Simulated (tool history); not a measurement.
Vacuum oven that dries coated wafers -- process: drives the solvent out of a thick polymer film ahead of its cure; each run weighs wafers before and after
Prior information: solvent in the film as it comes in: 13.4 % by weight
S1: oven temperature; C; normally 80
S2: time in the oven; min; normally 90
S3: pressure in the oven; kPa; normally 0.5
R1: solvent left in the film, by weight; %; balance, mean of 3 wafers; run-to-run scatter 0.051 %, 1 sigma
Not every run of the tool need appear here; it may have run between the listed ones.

run	day	S1	S2	S3	R1
1	0	80	90	0.5	1.46
2	1.308	80	90	0.5	1.44
3	3.583	80	68	0.5	2.03
4	5.433	80	68	0.5	2.07
5	7.717	80	68	0.5	2.09
6	10.679	80	68	0.5	2.18
7	11.979	80	68	0.5	2.12
8	14.1	80	63	0.5	2.43
9	15.325	80	63	0.5	2.34
10	17.296	80	63	0.5	2.42
11	19.708	80	63	0.5	2.48
12	21.633	80	63	0.5	2.4
13	23.925	80	90	1.747	2.64
14	25.871	80	90	1.747	2.74
15	28.171	80	90	0.5	1.77
16	30.246	80	160	0.5	1.25
17	31.742	80	90	0.5	1.71
18	33.967	80	90	0.5	1.75
19	36.629	80	90	0.5	1.8
20	37.833	80	90	1.493	2.57
# day 39.296: oven's thermocouples calibrated
21	40.429	80	105	1.493	2.07
22	42.396	80	105	1.493	2.01
23	43.804	80	90	0.5	1.54
24	45.429	89	99	0.759	0.89
25	48.358	89	81	0.759	1.1
26	50.538	95	124	1.968	1.23
27	53.346	80	65	0.5	2.18
28	55.471	80	65	0.5	2.19
29	58.375	80	90	0.407	1.57
30	59.996	80	90	0.789	1.96
31	61.825	80	57	0.702	2.85
# day 63.012: vacuum gauge cleaned of residue and calibrated
32	63.558	81	153	1.004	0.78
33	65.162	81	153	1.004	0.94
34	66.812	68	64	0.359	3.82
35	68.154	81	85	0.33	0.81
36	70.712	79	106	0.71	1.1
37	72.362	79	106	0.71	1.05
38	74.783	84	62	0.262	1.24
39	76.342	84	104	0.378	0.56
40	79.279	84	104	0.378	0.6
41	81.196	84	104	0.378	0.56
42	83.388	84	104	0.378	0.62
43	84.792	84	104	0.378	0.53
44	87	84	104	0.378	0.57
45	89.942	84	104	0.378	0.68

Forecast each of these 4 alternatives for the next run:
A	92.362	74	90	1.884	?
B	92.362	89	52	0.473	?
C	92.362	84	105	0.378	?
D	92.362	84	61	0.378	?

run	R1
A	3.44
B	1.32
C	0.66
D	1.53
Had the tool no hidden state, the same runs would have come out as:
run	R1
A	2.85
B	0.99
C	0.43
D	1.16
